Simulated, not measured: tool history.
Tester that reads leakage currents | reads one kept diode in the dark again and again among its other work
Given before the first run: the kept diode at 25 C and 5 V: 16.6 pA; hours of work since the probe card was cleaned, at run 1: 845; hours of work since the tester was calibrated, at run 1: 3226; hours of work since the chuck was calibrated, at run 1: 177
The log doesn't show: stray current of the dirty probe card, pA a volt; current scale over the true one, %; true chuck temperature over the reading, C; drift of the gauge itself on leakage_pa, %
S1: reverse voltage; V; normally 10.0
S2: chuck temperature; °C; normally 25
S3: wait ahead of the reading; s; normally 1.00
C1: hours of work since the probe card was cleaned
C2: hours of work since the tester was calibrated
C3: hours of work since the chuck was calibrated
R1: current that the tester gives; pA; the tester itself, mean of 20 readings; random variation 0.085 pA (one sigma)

Run 1, hour 0.0: usual settings; C1 845; C2 3226; C3 177. Result: R1 36.91 pA.
Run 2, hour 160.4: usual settings; C1 942; C2 3323; C3 273. Result: R1 38.76 pA.
Run 3, hour 281.7: usual settings; C1 1015; C2 3396; C3 346. Result: R1 39.87 pA.
Run 4, hour 355.5: usual settings; C1 1060; C2 3440; C3 391. Result: R1 40.47 pA.
Run 5, hour 460.3: usual settings; C1 1123; C2 3504; C3 454. Result: R1 41.61 pA.
Run 6, hour 547.5: usual settings; C1 1175; C2 3556; C3 507. Result: R1 42.50 pA.
Run 7, hour 687.2: usual settings; C1 1260; C2 3640; C3 591. Result: R1 44.16 pA.
At hour 700.0: probe card cleaned and baked.
Run 8, hour 824.9: usual settings; C1 75; C2 3722; C3 672. Result: R1 24.78 pA.
Run 9, hour 942.6: usual settings; C1 146; C2 3793; C3 743. Result: R1 25.75 pA.
Run 10, hour 1079.0: usual settings; C1 228; C2 3875; C3 825. Result: R1 27.19 pA.
Run 11, hour 1152.4: usual settings; C1 273; C2 3919; C3 870. Result: R1 27.99 pA.
Run 12, hour 1310.1: usual settings; C1 368; C2 4014; C3 965. Result: R1 29.63 pA.
Run 13, hour 1436.1: usual settings but S1 12.5 V, S2 43 °C, S3 8.18 s; C1 444; C2 4090; C3 1041. Result: R1 122.71 pA.
Run 14, hour 1501.5: usual settings but S1 6.3 V, S2 28 °C; C1 483; C2 4129; C3 1080. Result: R1 30.66 pA.
Run 15, hour 1626.0: usual settings but S1 6.3 V, S2 28 °C; C1 558; C2 4204; C3 1155. Result: R1 31.24 pA.
At hour 1676.3: tester calibrated.
Run 16, hour 1730.3: usual settings but S2 31 °C, S3 0.39 s; C1 620; C2 33; C3 1217. Result: R1 50.77 pA.
Run 17, hour 1859.8: usual settings but S3 0.47 s; C1 698; C2 111; C3 1295. Result: R1 35.80 pA.
Run 18, hour 2000.2: usual settings but S3 0.47 s; C1 783; C2 195; C3 1379. Result: R1 37.57 pA.
Run 19, hour 2096.9: usual settings but S1 12.3 V, S2 27 °C, S3 0.80 s; C1 841; C2 254; C3 1438. Result: R1 46.91 pA.
Run 20, hour 2165.2: usual settings but S1 12.3 V, S2 27 °C, S3 0.80 s; C1 882; C2 295; C3 1479. Result: R1 47.65 pA.
Run 21, hour 2326.3: usual settings but S1 3.9 V, S2 27 °C, S3 4.26 s; C1 979; C2 392; C3 1576. Result: R1 25.20 pA.

4 ways to go on from here, each from the tool as it stands after run 21. What would each give?
Run A, hour 2414.2: usual settings but S1 6.0 V, S2 27 °C, S3 1.14 s; C1 1032; C2 445; C3 1629. Result: R1 ?.
Run B, hour 2414.2: usual settings but S1 3.6 V, S2 27 °C, S3 1.20 s; C1 1032; C2 445; C3 1629. Result: R1 ?.
Run C, hour 2414.2: usual settings but S1 3.9 V, S2 21 °C, S3 4.26 s; C1 1032; C2 445; C3 1629. Result: R1 ?.
Run D, hour 2414.2: usual settings but S2 41 °C; C1 1032; C2 445; C3 1629. Result: R1 ?.

run      R1
  A   32.72
  B   24.88
  C   17.56
  D  107.43
Take away the tool's hidden state, keep each run's random variation, and the runs would have read:
run     R1
  A  21.99
  B  18.16
  C  10.72
  D  87.04

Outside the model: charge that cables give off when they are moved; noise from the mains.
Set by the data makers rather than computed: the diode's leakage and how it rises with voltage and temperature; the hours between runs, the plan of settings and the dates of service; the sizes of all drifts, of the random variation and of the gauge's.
